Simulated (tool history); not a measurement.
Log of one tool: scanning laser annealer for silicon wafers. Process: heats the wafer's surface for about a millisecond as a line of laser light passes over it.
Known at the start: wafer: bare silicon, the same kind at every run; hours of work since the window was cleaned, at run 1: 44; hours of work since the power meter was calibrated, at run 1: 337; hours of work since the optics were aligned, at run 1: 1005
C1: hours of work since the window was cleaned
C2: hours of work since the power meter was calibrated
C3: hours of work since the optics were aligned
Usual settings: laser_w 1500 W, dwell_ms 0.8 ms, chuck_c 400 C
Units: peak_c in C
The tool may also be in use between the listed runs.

run 1 day=0 | laser_w=1500 dwell_ms=0.8 chuck_c=400 | C1=44 C2=337 C3=1005 | peak_c=1155
run 2 day=0.683 | laser_w=1500 dwell_ms=0.8 chuck_c=372 | C1=55 C2=348 C3=1016 | peak_c=1126
run 3 day=1.562 | laser_w=1351 dwell_ms=0.8 chuck_c=372 | C1=69 C2=362 C3=1030 | peak_c=1056
run 4 day=2.25 | laser_w=1351 dwell_ms=0.8 chuck_c=372 | C1=80 C2=373 C3=1041 | peak_c=1050
run 5 day=2.825 | laser_w=1351 dwell_ms=0.8 chuck_c=372 | C1=89 C2=382 C3=1050 | peak_c=1050
run 6 day=3.288 | laser_w=1351 dwell_ms=0.8 chuck_c=372 | C1=97 C2=389 C3=1057 | peak_c=1050
-- day=3.7 optics aligned, line set to its width
run 7 day=4.162 | laser_w=1533 dwell_ms=0.73 chuck_c=434 | C1=107 C2=400 C3=7 | peak_c=1170
-- day=4.296 window over the wafer cleaned
run 8 day=4.696 | laser_w=1510 dwell_ms=0.572 chuck_c=383 | C1=6 C2=407 C3=14 | peak_c=1009
run 9 day=5.562 | laser_w=1500 dwell_ms=0.953 chuck_c=432 | C1=20 C2=421 C3=28 | peak_c=1268
run 10 day=6.042 | laser_w=1612 dwell_ms=0.782 chuck_c=395 | C1=28 C2=428 C3=36 | peak_c=1186
run 11 day=6.717 | laser_w=1612 dwell_ms=0.782 chuck_c=395 | C1=38 C2=439 C3=46 | peak_c=1186

Forecast each of these 3 alternatives for the next run:
run A day=7.562 | laser_w=1339 dwell_ms=0.745 chuck_c=395 | C1=52 C2=452 C3=60 | peak_c=?
run B day=7.562 | laser_w=1535 dwell_ms=0.921 chuck_c=371 | C1=52 C2=452 C3=60 | peak_c=?
run C day=7.562 | laser_w=1376 dwell_ms=0.701 chuck_c=400 | C1=52 C2=452 C3=60 | peak_c=?

run=A peak_c=1043
run=B peak_c=1207
run=C peak_c=1040
Without the tool's hidden state the same runs would have given:
run=A peak_c=1064
run=B peak_c=1235
run=C peak_c=1061
